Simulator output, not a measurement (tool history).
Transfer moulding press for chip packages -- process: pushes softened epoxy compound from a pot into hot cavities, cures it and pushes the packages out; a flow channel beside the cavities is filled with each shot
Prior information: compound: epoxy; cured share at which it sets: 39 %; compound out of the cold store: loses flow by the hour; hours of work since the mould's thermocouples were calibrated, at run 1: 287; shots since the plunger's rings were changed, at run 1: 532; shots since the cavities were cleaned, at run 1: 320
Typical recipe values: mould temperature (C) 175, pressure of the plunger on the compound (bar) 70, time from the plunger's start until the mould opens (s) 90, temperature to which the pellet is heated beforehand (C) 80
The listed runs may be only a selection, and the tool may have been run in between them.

run,hour,mould temperature (C),pressure of the plunger on the compound (bar),time from the plunger's start until the mould opens (s),temperature to which the pellet is heated beforehand (C),hours of work since the mould's thermocouples were calibrated,shots since the plunger's rings were changed,shots since the cavities were cleaned,incoming compound's hours out of the cold store,length that the compound runs in the flow channel (mm),greatest force on the pins that push the packages out (N)
1,0,175,70,90,80,287,532,320,19,874,593
# hour 8.7: cavities cleaned with cleaning compound and waxed
# hour 40.4: cavities cleaned with cleaning compound and waxed
# hour 73: cavities cleaned with cleaning compound and waxed
2,93.9,175,70,90,80,356,1837,305,22.9,850,573
# hour 107.7: cavities cleaned with cleaning compound and waxed
# hour 142.2: cavities cleaned with cleaning compound and waxed
# hour 176.9: cavities cleaned with cleaning compound and waxed
3,182.8,175,70,90,80,422,3069,86,43.2,804,514
# hour 214: plunger's sealing rings changed
# hour 215.5: cavities cleaned with cleaning compound and waxed
# hour 251.6: cavities cleaned with cleaning compound and waxed
4,258.4,175,58,90,80,476,604,100,18.4,791,511
# hour 282.3: cavities cleaned with cleaning compound and waxed
# hour 320.2: cavities cleaned with cleaning compound and waxed
5,329.1,175,58,90,80,529,1592,130,36.1,751,522
# hour 354.6: cavities cleaned with cleaning compound and waxed
6,370.3,175,58,90,80,560,2171,228,11.6,792,560
# hour 389.3: cavities cleaned with cleaning compound and waxed
# hour 422.4: cavities cleaned with cleaning compound and waxed
# hour 454.4: cavities cleaned with cleaning compound and waxed
7,455.9,175,70,90,80,623,3355,21,16.4,849,445
# hour 468: plunger's sealing rings changed
# hour 490.6: cavities cleaned with cleaning compound and waxed
8,504.4,175,70,90,79,658,509,201,8.8,889,527
# hour 524.3: cavities cleaned with cleaning compound and waxed
# hour 556.5: cavities cleaned with cleaning compound and waxed
9,566.7,175,70,90,79,704,1376,149,44.9,813,509
# hour 588.2: cavities cleaned with cleaning compound and waxed
10,614.4,175,52.6,90,80,740,2049,382,9.4,754,603
# hour 620.3: cavities cleaned with cleaning compound and waxed
# hour 652.4: cavities cleaned with cleaning compound and waxed
11,675.9,175,52.6,90,80,785,2903,343,31,715,573
# hour 684.8: cavities cleaned with cleaning compound and waxed
# hour 715.8: cavities cleaned with cleaning compound and waxed
# hour 723.8: plunger's sealing rings changed
# hour 748.8: cavities cleaned with cleaning compound and waxed
12,756.2,175,52.6,90,80,842,451,107,8.8,769,510
# hour 780.7: cavities cleaned with cleaning compound and waxed
# hour 790: mould's thermocouples calibrated
13,800.5,175,52.6,90,80,8,1047,260,41,714,567
# hour 815: cavities cleaned with cleaning compound and waxed
# hour 850.1: cavities cleaned with cleaning compound and waxed
14,857.6,175,52.6,90,80,50,1837,111,11.4,761,541
# hour 886.5: cavities cleaned with cleaning compound and waxed
# hour 917.1: cavities cleaned with cleaning compound and waxed
15,945.8,175,85.3,119,80,116,3080,418,38.6,895,481
# hour 953.5: cavities cleaned with cleaning compound and waxed
# hour 981.2: plunger's sealing rings changed
# hour 987: cavities cleaned with cleaning compound and waxed
16,997.2,171,71.3,128,75,152,212,149,19.2,890,410
# hour 1023.2: cavities cleaned with cleaning compound and waxed
# hour 1057.5: cavities cleaned with cleaning compound and waxed
17,1060.4,179,79.3,101,80,199,1091,42,29.6,883,371
# hour 1091.5: cavities cleaned with cleaning compound and waxed
18,1106.7,179,79.3,101,80,234,1744,221,41.2,858,440
# hour 1125: cavities cleaned with cleaning compound and waxed
19,1146.4,179,79.3,99,80,263,2302,312,10,918,472
# hour 1157.3: cavities cleaned with cleaning compound and waxed
# hour 1189.3: cavities cleaned with cleaning compound and waxed
20,1203.8,179,79.3,99,80,306,3096,212,22.1,881,433
# hour 1220.9: cavities cleaned with cleaning compound and waxed
# hour 1235.4: plunger's sealing rings changed
# hour 1254.4: cavities cleaned with cleaning compound and waxed
21,1277.1,179,79.3,99,75,358,586,331,46.5,854,464
# hour 1285.7: cavities cleaned with cleaning compound and waxed
# hour 1316.8: cavities cleaned with cleaning compound and waxed
# hour 1354.3: cavities cleaned with cleaning compound and waxed
22,1354.3,179,79.3,99,75,415,1647,0,32.8,871,359
# hour 1389.5: cavities cleaned with cleaning compound and waxed
23,1408.7,175,68.8,83,73,456,2419,280,16.1,850,700
# hour 1424.7: cavities cleaned with cleaning compound and waxed
# hour 1460.9: cavities cleaned with cleaning compound and waxed
24,1478.6,168,73.9,92,83,508,3396,259,8.5,914,864
# hour 1488: plunger's sealing rings changed
# hour 1495.3: cavities cleaned with cleaning compound and waxed
# hour 1532.3: cavities cleaned with cleaning compound and waxed
# hour 1565.1: cavities cleaned with cleaning compound and waxed
25,1568.7,175,54.5,90,80,573,1113,54,47.5,714,473

Per-run results on a tool with no hidden state, each run keeping its own random variation:
Hidden conditions of the tool in this case: true mould temperature over the reading, C; pressure that reaches the compound, % of what is set; grip of the stained cavities, % over clean ones'; drift of the gauge itself on flow_mm, %; drift of the gauge itself on push_out_n, %.
run,length that the compound runs in the flow channel (mm),greatest force on the pins that push the packages out (N)
1,882,457
2,870,453
3,834,466
4,799,468
5,766,466
6,813,458
7,881,453
8,897,460
9,828,454
10,774,476
11,740,466
12,776,487
13,723,446
14,776,469
15,927,355
16,895,357
17,896,350
18,876,359
19,943,364
20,913,359
21,864,360
22,890,362
23,877,570
24,954,711
25,726,459

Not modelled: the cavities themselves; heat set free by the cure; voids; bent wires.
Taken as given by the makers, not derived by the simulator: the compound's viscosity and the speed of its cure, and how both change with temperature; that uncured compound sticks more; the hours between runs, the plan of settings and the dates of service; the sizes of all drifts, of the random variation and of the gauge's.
